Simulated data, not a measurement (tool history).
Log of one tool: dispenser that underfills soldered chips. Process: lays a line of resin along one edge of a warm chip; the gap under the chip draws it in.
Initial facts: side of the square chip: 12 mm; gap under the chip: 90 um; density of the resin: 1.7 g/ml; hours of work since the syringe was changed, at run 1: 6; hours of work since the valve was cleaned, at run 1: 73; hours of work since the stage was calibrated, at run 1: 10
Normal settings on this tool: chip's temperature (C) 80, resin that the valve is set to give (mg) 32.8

| run | day | chip's temperature (C) | resin that the valve is set to give (mg) | hours of work since the syringe was changed | hours of work since the valve was cleaned | hours of work since the stage was calibrated | time until the resin shows at the far edge (s) | resin that the valve gave (mg) |
|---|---|---|---|---|---|---|---|---|
| 1 | 0 | 80 | 32.8 | 6 | 73 | 10 | 140.7 | 31.77 |
|  | 0.108 | new syringe of resin |
| 2 | 0.488 | 80 | 32.8 | 6 | 80 | 17 | 130.5 | 31.48 |
|  | 0.65 | new syringe of resin |
| 3 | 0.817 | 80 | 37.2 | 2 | 84 | 22 | 98.8 | 35.86 |
|  | 1.175 | dispensing valve cleaned and set on the balance |
|  | 1.258 | new syringe of resin |
| 4 | 1.417 | 77 | 32.8 | 2 | 3 | 30 | 110.2 | 32.62 |
|  | 1.808 | new syringe of resin |
| 5 | 1.85 | 77 | 32.8 | 1 | 9 | 36 | 96.5 | 32.72 |
| 6 | 2.167 | 77 | 32.8 | 5 | 14 | 40 | 136.6 | 32.64 |

Run 7 comes next. What will it give?
|  | 2.379 | new syringe of resin |
| 7 | 2.575 | 77 | 32.8 | 3 | 20 | 46 | ? | ? |

{"run 7": {"time until the resin shows at the far edge (s)": 116.5, "resin that the valve gave (mg)": 32.4}}
Take away the tool's hidden state, keep the run-to-run variation as it was, and the same run would have given time until the resin shows at the far edge (s) 91.9, resin that the valve gave (mg) 32.73.
